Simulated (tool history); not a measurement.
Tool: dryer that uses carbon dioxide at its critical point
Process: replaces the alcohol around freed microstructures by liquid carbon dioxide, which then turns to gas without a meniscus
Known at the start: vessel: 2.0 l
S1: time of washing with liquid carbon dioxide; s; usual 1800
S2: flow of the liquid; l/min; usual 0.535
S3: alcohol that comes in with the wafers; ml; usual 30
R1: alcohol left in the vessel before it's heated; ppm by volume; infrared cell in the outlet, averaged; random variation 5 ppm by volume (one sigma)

| run | hour | S1 | S2 | S3 | R1 |
|---|---|---|---|---|---|
| 1 | 0 | 1800 | 0.535 | 30 | 37 |
| 2 | 29 | 1380 | 0.535 | 30 | 113 |
| 3 | 53.7 | 1380 | 0.535 | 30 | 122 |
| 4 | 76.9 | 1380 | 0.535 | 65 | 236 |
| 5 | 94.8 | 1800 | 0.535 | 30 | 44 |
| 6 | 117.6 | 1920 | 0.499 | 22 | 47 |
| 7 | 140.1 | 1920 | 0.499 | 22 | 51 |
| 8 | 155.8 | 1380 | 0.422 | 64 | 668 |
| 9 | 174.5 | 1380 | 0.422 | 64 | 705 |
| 10 | 196.6 | 1380 | 0.422 | 64 | 732 |

Forecast each of these 5 alternatives for the next run:
| A | 209.1 | 1980 | 0.451 | 65 | ? |
| B | 209.1 | 1260 | 0.335 | 67 | ? |
| C | 209.1 | 1800 | 0.601 | 62 | ? |
| D | 209.1 | 1500 | 0.535 | 30 | ? |
| E | 209.1 | 1800 | 0.339 | 24 | ? |

| run | R1 |
|---|---|
| A | 130 |
| B | 2173 |
| C | 63 |
| D | 111 |
| E | 256 |
Without the tool's hidden state the same runs would have given:
| run | R1 |
|---|---|
| A | 47 |
| B | 1392 |
| C | 17 |
| D | 38 |
| E | 125 |
